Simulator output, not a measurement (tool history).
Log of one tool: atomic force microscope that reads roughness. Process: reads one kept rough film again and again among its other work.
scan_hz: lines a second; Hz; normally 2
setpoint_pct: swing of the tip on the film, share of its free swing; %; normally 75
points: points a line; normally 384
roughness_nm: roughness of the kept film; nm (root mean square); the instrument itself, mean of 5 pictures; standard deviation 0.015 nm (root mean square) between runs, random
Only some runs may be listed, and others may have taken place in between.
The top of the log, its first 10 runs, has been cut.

| run | day | scan_hz | setpoint_pct | points | roughness_nm |
|---|---|---|---|---|---|
| 11 | 8.988 | 2 | 75 | 445 | 3.642 |
| 12 | 9.929 | 2 | 75 | 445 | 3.626 |
| 13 | 11.138 | 2 | 75 | 445 | 3.637 |
| 14 | 12.171 | 2 | 75 | 490 | 3.639 |
| 15 | 12.7 | 0.9 | 75 | 490 | 3.826 |
|  | 13.142 | new tip fitted |
| 16 | 13.762 | 0.9 | 75 | 490 | 3.89 |
| 17 | 14.525 | 0.9 | 75 | 490 | 3.843 |
| 18 | 15.65 | 0.9 | 75 | 490 | 3.834 |
| 19 | 16.175 | 2 | 75 | 384 | 3.618 |
| 20 | 17.333 | 2 | 75 | 384 | 3.634 |
| 21 | 18.071 | 2 | 75 | 384 | 3.612 |
| 22 | 18.792 | 2 | 75 | 384 | 3.623 |
|  | 19.738 | new tip fitted |
| 23 | 20.012 | 2 | 59 | 384 | 3.866 |
| 24 | 20.633 | 3.37 | 66 | 574 | 3.649 |
| 25 | 21.346 | 3.37 | 66 | 574 | 3.636 |
| 26 | 21.933 | 1.53 | 82 | 775 | 3.608 |

What does the tool deliver on the next run?
| 27 | 22.938 | 1.76 | 64 | 534 | ? |

Run 27 yielded roughness_nm 3.846 nm (root mean square).
Without the tool's hidden state the same run would have given roughness_nm 3.853 nm (root mean square).
